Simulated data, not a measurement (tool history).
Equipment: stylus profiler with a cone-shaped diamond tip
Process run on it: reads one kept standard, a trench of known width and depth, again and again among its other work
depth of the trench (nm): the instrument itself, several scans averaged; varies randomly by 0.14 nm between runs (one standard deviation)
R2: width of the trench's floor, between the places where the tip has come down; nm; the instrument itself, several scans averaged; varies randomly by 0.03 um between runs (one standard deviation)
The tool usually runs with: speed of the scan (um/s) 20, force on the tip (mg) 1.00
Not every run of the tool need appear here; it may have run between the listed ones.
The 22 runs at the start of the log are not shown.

Run 23, day 42.562: usual settings but speed of the scan (um/s) 9, force on the tip (mg) 2.19. Result: depth of the trench (nm) 503.93, R2 45540 nm.
Run 24, day 44.950: usual settings but speed of the scan (um/s) 40, force on the tip (mg) 1.10. Result: depth of the trench (nm) 502.54, R2 45290 nm.
Run 25, day 46.950: usual settings but speed of the scan (um/s) 56, force on the tip (mg) 0.35. Result: depth of the trench (nm) 501.33, R2 44830 nm.
Run 26, day 49.496: usual settings but speed of the scan (um/s) 56, force on the tip (mg) 0.35. Result: depth of the trench (nm) 501.33, R2 44730 nm.
Run 27, day 51.133: usual settings but speed of the scan (um/s) 56, force on the tip (mg) 0.35. Result: depth of the trench (nm) 501.15, R2 44750 nm.
Run 28, day 53.054: usual settings but speed of the scan (um/s) 26, force on the tip (mg) 0.85. Result: depth of the trench (nm) 502.20, R2 45420 nm.
Run 29, day 54.558: usual settings but speed of the scan (um/s) 46, force on the tip (mg) 2.19. Result: depth of the trench (nm) 503.83, R2 45360 nm.
Run 30, day 56.879: usual settings but speed of the scan (um/s) 64, force on the tip (mg) 0.79. Result: depth of the trench (nm) 501.80, R2 45000 nm.
Run 31, day 59.508: usual settings but speed of the scan (um/s) 6, force on the tip (mg) 0.42. Result: depth of the trench (nm) 501.23, R2 45610 nm.
Run 32, day 61.521: usual settings but speed of the scan (um/s) 46, force on the tip (mg) 1.37. Result: depth of the trench (nm) 502.74, R2 45300 nm.
Run 33, day 63.167: usual settings but speed of the scan (um/s) 17, force on the tip (mg) 0.38. Result: depth of the trench (nm) 501.40, R2 45430 nm.
Run 34, day 65.133: usual settings but speed of the scan (um/s) 9, force on the tip (mg) 2.82. Result: depth of the trench (nm) 504.51, R2 45550 nm.
Run 35, day 67.133: usual settings but force on the tip (mg) 2.01. Result: depth of the trench (nm) 503.60, R2 45460 nm.
Run 36, day 68.925: usual settings but speed of the scan (um/s) 5, force on the tip (mg) 0.71. Result: depth of the trench (nm) 501.97, R2 45500 nm.
Run 37, day 70.458: usual settings but speed of the scan (um/s) 5, force on the tip (mg) 0.71. Result: depth of the trench (nm) 502.00, R2 45600 nm.
Run 38, day 72.158: usual settings but speed of the scan (um/s) 5, force on the tip (mg) 0.71. Result: depth of the trench (nm) 501.81, R2 45580 nm.
At day 74.183: height scale calibrated on a step standard.
Run 39, day 74.258: usual settings but speed of the scan (um/s) 5, force on the tip (mg) 0.71. Result: depth of the trench (nm) 501.65, R2 45640 nm.
Run 40, day 76.688: usual settings but speed of the scan (um/s) 9, force on the tip (mg) 2.45. Result: depth of the trench (nm) 504.11, R2 45570 nm.
Run 41, day 78.817: usual settings but speed of the scan (um/s) 68, force on the tip (mg) 0.46. Result: depth of the trench (nm) 501.52, R2 44690 nm.

What will run 42 give?
Run 42, day 80.867: usual settings but speed of the scan (um/s) 68, force on the tip (mg) 0.46. Result: depth of the trench (nm) ?, R2 ?.

Run 42 gave depth of the trench (nm) 501.19, R2 44730 nm.
Without the tool's hidden state the same run would have given depth of the trench (nm) 501.19, R2 44750 nm.

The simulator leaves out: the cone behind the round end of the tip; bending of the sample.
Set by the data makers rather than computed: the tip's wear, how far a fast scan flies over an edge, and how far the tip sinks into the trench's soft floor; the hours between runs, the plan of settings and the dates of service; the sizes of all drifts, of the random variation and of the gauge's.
